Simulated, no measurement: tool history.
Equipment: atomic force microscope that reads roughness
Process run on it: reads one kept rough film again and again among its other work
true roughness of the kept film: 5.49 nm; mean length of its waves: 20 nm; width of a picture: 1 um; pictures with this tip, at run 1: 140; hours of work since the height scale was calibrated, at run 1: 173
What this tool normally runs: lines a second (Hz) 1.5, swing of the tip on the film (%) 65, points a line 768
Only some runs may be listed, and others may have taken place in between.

run,hour,lines a second (Hz),swing of the tip on the film (%),points a line,pictures with this tip,hours of work since the height scale was calibrated,roughness of the kept film (nm (root mean square))
1,0,1.5,65,768,140,173,3.093
2,19,1.5,65,768,163,183,2.942
3,32.8,1.5,65,768,181,191,2.89
4,52.4,1.5,65,768,205,201,2.75
5,71.3,1.5,65,768,228,212,2.672
# hour 82.3: new tip fitted
6,92.1,1.5,65,768,13,223,3.926
7,104.4,1.5,65,768,28,229,3.769
8,115.2,1.5,65,768,41,235,3.657
9,133.1,1.5,65,768,63,245,3.505
10,149,1.74,65,768,83,254,3.339
11,161.4,1.5,65,768,99,260,3.306
12,179,3.2,65,768,121,270,2.977
13,190.3,1.5,65,768,134,276,3.069
14,204.4,1.5,65,768,152,284,2.98
15,223.5,1.5,65,768,176,294,2.858
16,235.9,1.5,65,768,191,301,2.773
17,251,1.5,65,768,210,309,2.681
18,266.9,3.9,73,620,230,317,2.247
# hour 269.6: height scale calibrated on a step standard
# hour 277.4: new tip fitted
19,290,3.9,73,620,15,11,3.356
20,306,1.05,65,425,35,19,3.712
21,315.7,3.25,65,330,47,25,3.355
22,326.8,2.07,65,768,61,31,3.457
23,346.9,0.74,60,265,86,42,3.348
24,366.4,1.71,73,476,110,52,3.074
25,382.5,1.71,73,476,130,61,2.963
26,395.4,0.6,65,922,146,68,3.138
# hour 398.4: height scale calibrated on a step standard, once more
27,406.8,1.94,61,922,159,5,2.941
28,422.2,1.94,61,922,178,13,2.828
29,436.8,1.06,65,768,196,21,2.808
30,454.6,1.81,65,484,219,30,2.648
# hour 473.1: new tip fitted
31,475.1,1.37,83,319,2,41,3.674
32,493.2,0.94,65,768,25,51,3.871
33,513.5,0.94,65,768,50,62,3.729

Consider 3 possible next runs. They are alternatives, not a sequence: every one starts from the tool as it was left by run 33. What does each give?
A,534.6,1.07,66,768,76,74,?
B,534.6,0.76,65,325,76,74,?
C,534.6,3.07,75,768,76,74,?

run,roughness of the kept film (nm (root mean square))
A,3.48
B,3.436
C,3.041
With no hidden state in the tool, these same runs would have given:
run,roughness of the kept film (nm (root mean square))
A,4.142
B,4.09
C,3.619
